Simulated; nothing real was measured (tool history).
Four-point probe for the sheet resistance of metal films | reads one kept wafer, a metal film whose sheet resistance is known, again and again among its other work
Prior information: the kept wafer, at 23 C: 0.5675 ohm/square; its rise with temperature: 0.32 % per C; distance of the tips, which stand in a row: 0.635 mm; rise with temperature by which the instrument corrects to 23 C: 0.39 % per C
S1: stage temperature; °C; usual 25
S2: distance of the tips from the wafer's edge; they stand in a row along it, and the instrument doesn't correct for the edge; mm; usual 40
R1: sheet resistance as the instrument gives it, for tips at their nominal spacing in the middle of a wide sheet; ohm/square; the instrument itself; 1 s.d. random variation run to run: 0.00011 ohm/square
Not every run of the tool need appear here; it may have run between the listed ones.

run,hour,S1,S2,R1
1,0,25,40,0.569438
2,35.6,25,34,0.569249
3,82.8,34,40,0.565876
4,108.5,34,40,0.565482
5,142.7,34,40,0.565725
6,203.2,34,40,0.566083
# hour 234: stage's thermometer calibrated
7,264.5,34,40,0.565617
8,323.9,34,40,0.565559
9,380.2,34,40,0.56554
10,407.3,25,40,0.569317
11,460.1,25,40,0.569198
12,494.2,25,40,0.569252
13,530.9,25,40,0.568992
14,576.1,25,40,0.569241
# hour 592.5: stage's thermometer calibrated, once more
15,602,25,40,0.570759
16,639,19,40,0.573271
17,698,19,40,0.573313
18,743.8,25,40,0.570664
19,792.9,25,40,0.570862
20,824.4,25,40,0.570826
21,874.6,25,40,0.5706
22,932.6,25,40,0.571136
23,980.7,25,20,0.571081
24,1012.6,22,12,0.572949
25,1037.3,34,40,0.567528
26,1069.3,30,5,0.573804
27,1094.4,30,5,0.573907
28,1119.8,33,5,0.572753
29,1178,33,5,0.572698
30,1230.2,26,37,0.570637
31,1287.1,33,4,0.575672
32,1319.7,33,4,0.575532
33,1366.6,18,3,0.587479
34,1402.6,18,3,0.587646
35,1457.9,35,10,0.568382
36,1482.8,35,10,0.568271
37,1525.9,30,63,0.569113
38,1557.3,30,6,0.572533
39,1590.9,30,6,0.572589
40,1626.1,19,6,0.576879
41,1664.8,19,33,0.573836
42,1699.2,27,16,0.570977
43,1754.1,27,16,0.5709
44,1785.6,26,16,0.571367
45,1811.4,18,40,0.574354
46,1837.1,25,6,0.574683

Per-run results on a tool with no hidden state, each run keeping its own random variation:
Hidden state present: inner tips' distance over the nominal, %; tips' flats over new ones', %; wafer's true temperature over the reading, C; drift of the gauge itself on sheet_ohm, %.
run,R1
1,0.566898
2,0.566693
3,0.563285
4,0.562883
5,0.563108
6,0.563435
7,0.563248
8,0.563163
9,0.563118
10,0.566903
11,0.566759
12,0.566796
13,0.56652
14,0.566745
15,0.566714
16,0.569186
17,0.569205
18,0.566557
19,0.566733
20,0.566684
21,0.566433
22,0.566939
23,0.566863
24,0.568702
25,0.563311
26,0.569531
27,0.569622
28,0.568464
29,0.568387
30,0.566316
31,0.57129
32,0.571135
33,0.582978
34,0.583127
35,0.563974
36,0.563853
37,0.564671
38,0.568052
39,0.56809
40,0.572335
41,0.569297
42,0.56644
43,0.566337
44,0.566788
45,0.569744
46,0.570058
